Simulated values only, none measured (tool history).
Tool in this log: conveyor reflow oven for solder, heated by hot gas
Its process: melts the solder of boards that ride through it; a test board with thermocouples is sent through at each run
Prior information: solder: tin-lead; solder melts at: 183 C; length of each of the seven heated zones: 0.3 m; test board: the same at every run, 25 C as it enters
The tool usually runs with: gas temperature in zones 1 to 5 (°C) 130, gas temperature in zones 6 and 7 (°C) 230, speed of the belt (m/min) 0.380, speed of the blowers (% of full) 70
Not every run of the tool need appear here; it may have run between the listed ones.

run   hour  gas temperature in zones 1 to 5 (°C)  gas temperature in zones 6 and 7 (°C)  speed of the belt (m/min)  speed of the blowers (% of full)  highest temperature of the board (°C)  time above the solder's melting point (s)
  1    0.0                                   130                                    230                      0.380                                70                                  213.2                                       62.4
  2    6.5                                   130                                    230                      0.405                                70                                  210.6                                       56.0
  3   13.7                                   130                                    230                      0.395                                70                                  211.7                                       58.3
  4   21.0                                   130                                    230                      0.395                                70                                  211.6                                       58.0
  5   29.5                                   130                                    230                      0.395                                70                                  210.8                                       58.2
  6   34.3                                   130                                    230                      0.380                                51                                  208.3                                       55.2
  7   40.3                                   130                                    230                      0.380                                70                                  212.7                                       62.6
  8   50.0                                   130                                    230                      0.380                                70                                  213.0                                       62.7
      54.5  -- belt drive overhauled, speed set with a stopwatch
  9   59.2                                   130                                    230                      0.380                                70                                  212.5                                       62.1
 10   66.2                                   130                                    230                      0.316                                70                                  218.5                                       84.1
 11   71.0                                   121                                    230                      0.316                                70                                  217.2                                       78.5
 12   79.4                                   121                                    230                      0.316                                53                                  213.7                                       74.0
 13   88.6                                   130                                    230                      0.380                                70                                  212.8                                       61.9
 14   93.4                                   130                                    230                      0.380                                70                                  212.3                                       62.3
 15  103.3                                   130                                    230                      0.380                                70                                  211.9                                       62.7
     110.8  -- belt drive overhauled, speed set with a stopwatch, once more
 16  114.0                                   130                                    230                      0.380                                70                                  212.3                                       61.6
 17  118.3                                   139                                    232                      0.351                                83                                  220.2                                       81.0
 18  125.6                                   130                                    231                      0.444                                70                                  207.1                                       46.3
 19  131.2                                   130                                    221                      0.380                                87                                  207.3                                       57.5
 20  139.4                                   127                                    221                      0.380                                87                                  206.8                                       55.3
 21  147.8                                   130                                    219                      0.380                                70                                  203.2                                       50.8
 22  151.8                                   130                                    234                      0.364                                53                                  213.4                                       64.7
 23  155.9                                   142                                    234                      0.364                                71                                  219.0                                       78.3
 24  164.3                                   125                                    244                      0.364                                71                                  225.7                                       75.3
 25  172.6                                   130                                    230                      0.337                                63                                  214.9                                       74.6
 26  179.9                                   128                                    230                      0.337                                63                                  214.6                                       73.1
 27  188.7                                   116                                    242                      0.337                                86                                  227.2                                       81.6
 28  193.7                                   116                                    242                      0.337                                64                                  222.8                                       76.9
 29  201.5                                   116                                    223                      0.425                                64                                  197.4                                       30.5
 30  208.7                                   116                                    223                      0.425                                64                                  197.8                                       31.1
 31  212.9                                   122                                    236                      0.319                                59                                  219.8                                       80.3

What if the next run were any one of these 4? Each begins from the tool's condition after run 31:
  A  219.5                                   122                                    236                      0.334                                59                                      ?                                          ?
  B  219.5                                   130                                    237                      0.434                                88                                      ?                                          ?
  C  219.5                                   123                                    225                      0.308                                59                                      ?                                          ?
  D  219.5                                   125                                    236                      0.430                                59                                      ?                                          ?

run  highest temperature of the board (°C)  time above the solder's melting point (s)
  A                                  217.9                                       74.7
  B                                  216.0                                       57.4
  C                                  211.5                                       74.3
  D                                  208.8                                       46.8
With the hidden condition removed and each run's random variation left untouched, the same runs would have given:
run  highest temperature of the board (°C)  time above the solder's melting point (s)
  A                                  218.7                                       76.3
  B                                  217.7                                       59.6
  C                                  211.9                                       76.0
  D                                  210.5                                       49.3
